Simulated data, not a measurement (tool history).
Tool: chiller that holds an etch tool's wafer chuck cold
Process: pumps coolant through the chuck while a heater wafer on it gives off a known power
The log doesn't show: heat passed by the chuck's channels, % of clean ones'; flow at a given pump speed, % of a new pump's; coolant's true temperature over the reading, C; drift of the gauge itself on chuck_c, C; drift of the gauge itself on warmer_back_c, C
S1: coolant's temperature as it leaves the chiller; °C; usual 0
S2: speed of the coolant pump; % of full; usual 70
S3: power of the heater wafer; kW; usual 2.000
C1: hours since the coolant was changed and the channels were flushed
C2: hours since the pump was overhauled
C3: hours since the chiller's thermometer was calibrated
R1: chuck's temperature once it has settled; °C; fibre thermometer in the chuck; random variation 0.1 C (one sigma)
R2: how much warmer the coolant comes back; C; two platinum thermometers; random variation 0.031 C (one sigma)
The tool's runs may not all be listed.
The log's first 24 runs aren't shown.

{"run": 25, "hour": 707.8, "S1": 0, "S2": 70, "S3": 1.303, "C1": 2060, "C2": 2510, "C3": 3065, "R1": 10.6, "R2": 3.54}
{"run": 26, "hour": 723.8, "S1": 8, "S2": 96, "S3": 1.695, "C1": 2076, "C2": 2526, "C3": 3081, "R1": 18.5, "R2": 3.39}
{"run": 27, "hour": 753.3, "S1": -6, "S2": 95, "S3": 1.427, "C1": 2106, "C2": 2555, "C3": 3110, "R1": 2.5, "R2": 2.88}
{"run": 28, "hour": 787.4, "S1": 0, "S2": 65, "S3": 2.868, "C1": 2140, "C2": 2589, "C3": 3144, "R1": 25.5, "R2": 8.43}
{"run": 29, "hour": 810.4, "S1": 6, "S2": 87, "S3": 2.0, "C1": 2163, "C2": 2612, "C3": 3168, "R1": 19.6, "R2": 4.45}
{"run": 30, "hour": 835.6, "S1": -3, "S2": 88, "S3": 1.37, "C1": 2188, "C2": 2637, "C3": 3193, "R1": 5.9, "R2": 3.02}
{"run": 31, "hour": 864.4, "S1": -3, "S2": 88, "S3": 1.37, "C1": 2217, "C2": 2666, "C3": 3222, "R1": 6.2, "R2": 3.0}
{"run": 32, "hour": 892.6, "S1": 9, "S2": 79, "S3": 1.883, "C1": 2245, "C2": 2694, "C3": 3250, "R1": 23.1, "R2": 4.59}

Forecast each of these 4 alternatives for the next run:
{"run": "A", "hour": 928.9, "S1": 7, "S2": 63, "S3": 2.105, "C1": 2281, "C2": 2731, "C3": 3286, "R1": "?", "R2": "?"}
{"run": "B", "hour": 928.9, "S1": 0, "S2": 81, "S3": 2.111, "C1": 2281, "C2": 2731, "C3": 3286, "R1": "?", "R2": "?"}
{"run": "C", "hour": 928.9, "S1": 6, "S2": 85, "S3": 1.289, "C1": 2281, "C2": 2731, "C3": 3286, "R1": "?", "R2": "?"}
{"run": "D", "hour": 928.9, "S1": 0, "S2": 86, "S3": 2.598, "C1": 2281, "C2": 2731, "C3": 3286, "R1": "?", "R2": "?"}

run=A R1=26.1 R2=6.45
run=B R1=15.5 R2=5.06
run=C R1=14.8 R2=2.95
run=D R1=18.6 R2=5.82
Without the tool's hidden state the same runs would have given:
run=A R1=24.4 R2=6.14
run=B R1=14.2 R2=4.82
run=C R1=14.4 R2=2.81
run=D R1=16.9 R2=5.54
